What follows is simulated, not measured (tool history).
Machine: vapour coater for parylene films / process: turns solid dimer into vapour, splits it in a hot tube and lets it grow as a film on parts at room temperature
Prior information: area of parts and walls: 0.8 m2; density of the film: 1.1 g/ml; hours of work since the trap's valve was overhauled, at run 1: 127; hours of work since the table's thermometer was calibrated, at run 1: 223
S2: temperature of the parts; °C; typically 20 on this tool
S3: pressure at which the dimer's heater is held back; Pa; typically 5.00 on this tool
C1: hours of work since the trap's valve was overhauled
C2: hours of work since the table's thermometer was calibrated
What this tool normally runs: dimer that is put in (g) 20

Run 1, hour 0.0: usual settings; C1 127; C2 223. Result: thickness of the film (nm) 14930.
Run 2, hour 10.5: usual settings but S3 10.38 Pa; C1 133; C2 228. Result: thickness of the film (nm) 12530.
Run 3, hour 25.9: usual settings but S3 10.38 Pa; C1 141; C2 236. Result: thickness of the film (nm) 12520.
Run 4, hour 44.0: usual settings but dimer that is put in (g) 13; C1 150; C2 246. Result: thickness of the film (nm) 9710.
Run 5, hour 55.7: usual settings; C1 156; C2 252. Result: thickness of the film (nm) 15040.
Run 6, hour 74.5: usual settings; C1 166; C2 262. Result: thickness of the film (nm) 14980.
Run 7, hour 86.5: usual settings; C1 172; C2 268. Result: thickness of the film (nm) 15110.
Run 8, hour 97.8: usual settings; C1 178; C2 274. Result: thickness of the film (nm) 15030.
Run 9, hour 121.7: usual settings; C1 191; C2 286. Result: thickness of the film (nm) 14970.
Run 10, hour 145.0: usual settings; C1 203; C2 298. Result: thickness of the film (nm) 14970.
Run 11, hour 158.0: usual settings; C1 210; C2 305. Result: thickness of the film (nm) 14810.
Run 12, hour 169.4: usual settings but S3 4.11 Pa; C1 215; C2 311. Result: thickness of the film (nm) 15610.
Run 13, hour 192.1: usual settings but S3 11.35 Pa; C1 227; C2 323. Result: thickness of the film (nm) 12160.
Run 14, hour 215.0: usual settings but S3 11.35 Pa; C1 239; C2 335. Result: thickness of the film (nm) 12170.
Run 15, hour 225.8: usual settings but S3 11.35 Pa; C1 245; C2 340. Result: thickness of the film (nm) 12150.
Run 16, hour 242.1: usual settings; C1 253; C2 349. Result: thickness of the film (nm) 14910.
Run 17, hour 257.8: usual settings; C1 261; C2 357. Result: thickness of the film (nm) 14790.
Run 18, hour 271.6: usual settings but S2 21 °C; C1 269; C2 364. Result: thickness of the film (nm) 14270.
Run 19, hour 285.5: usual settings but S2 21 °C; C1 276; C2 371. Result: thickness of the film (nm) 14370.
At hour 288.1: table's thermometer calibrated.
Run 20, hour 307.9: usual settings but S2 21 °C; C1 287; C2 10. Result: thickness of the film (nm) 14250.
Run 21, hour 319.1: usual settings but S2 21 °C, S3 2.19 Pa; C1 293; C2 16. Result: thickness of the film (nm) 17460.
Run 22, hour 341.5: usual settings but dimer that is put in (g) 28, S2 22 °C, S3 2.19 Pa; C1 304; C2 28. Result: thickness of the film (nm) 23720.
Run 23, hour 357.4: usual settings but dimer that is put in (g) 28, S2 22 °C, S3 2.19 Pa; C1 313; C2 36. Result: thickness of the film (nm) 23520.
At hour 365.6: table's thermometer calibrated, once more.
Run 24, hour 377.1: usual settings but dimer that is put in (g) 28, S2 22 °C, S3 2.19 Pa; C1 323; C2 6. Result: thickness of the film (nm) 23590.
Run 25, hour 392.0: usual settings but dimer that is put in (g) 28, S2 26 °C, S3 4.78 Pa; C1 330; C2 14. Result: thickness of the film (nm) 17260.
Run 26, hour 407.2: usual settings but dimer that is put in (g) 28, S2 26 °C, S3 4.78 Pa; C1 338; C2 22. Result: thickness of the film (nm) 17320.
Run 27, hour 425.2: usual settings but dimer that is put in (g) 28, S2 26 °C, S3 11.56 Pa; C1 348; C2 31. Result: thickness of the film (nm) 13890.
Run 28, hour 437.5: usual settings but dimer that is put in (g) 10, S2 14 °C, S3 11.56 Pa; C1 354; C2 37. Result: thickness of the film (nm) 7190.
Run 29, hour 453.1: usual settings but dimer that is put in (g) 28, S2 16 °C; C1 362; C2 46. Result: thickness of the film (nm) 23080.
Run 30, hour 471.8: usual settings but S3 7.15 Pa; C1 372; C2 55. Result: thickness of the film (nm) 13480.
Run 31, hour 490.3: usual settings but dimer that is put in (g) 9, S2 13 °C, S3 8.07 Pa; C1 381; C2 65. Result: thickness of the film (nm) 7220.
At hour 500.4: trap's valve overhauled.
Run 32, hour 510.1: usual settings but dimer that is put in (g) 9, S2 13 °C, S3 8.07 Pa; C1 5; C2 73. Result: thickness of the film (nm) 7600.
Run 33, hour 526.5: usual settings but dimer that is put in (g) 10, S2 19 °C, S3 8.07 Pa; C1 14; C2 82. Result: thickness of the film (nm) 6990.
Run 34, hour 541.5: usual settings but dimer that is put in (g) 10, S2 17 °C, S3 8.07 Pa; C1 21; C2 89. Result: thickness of the film (nm) 7430.
Run 35, hour 554.9: usual settings but S2 15 °C, S3 2.63 Pa; C1 28; C2 96. Result: thickness of the film (nm) 20570.
Run 36, hour 578.7: usual settings but S2 15 °C, S3 2.63 Pa; C1 41; C2 109. Result: thickness of the film (nm) 20570.
Run 37, hour 595.4: usual settings but S2 18 °C; C1 49; C2 118. Result: thickness of the film (nm) 16210.
Run 38, hour 613.4: usual settings but S2 18 °C; C1 59; C2 127. Result: thickness of the film (nm) 16140.

Measured minus without-hidden-state, run by run (identical run-to-run variation in each term; gauge scatter may differ):
The hidden state here: vapour lost through the trap's worn valve, %; true temperature of the parts over the reading, C; drift of the gauge itself on film_um, %.
run  thickness of the film (nm)
  1                        -250
  2                        -210
  3                        -220
  4                        -180
  5                        -290
  6                        -310
  7                        -320
  8                        -320
  9                        -350
 10                        -360
 11                        -360
 12                        -400
 13                        -320
 14                        -330
 15                        -340
 16                        -440
 17                        -440
 18                        -440
 19                        -450
 20                        -440
 21                        -550
 22                        -780
 23                        -790
 24                        -910
 25                        -680
 26                        -700
 27                        -580
 28                        -300
 29                       -1000
 30                        -600
 31                        -330
 32                         -20
 33                         -30
 34                         -30
 35                        -100
 36                        -130
 37                        -110
 38                        -130
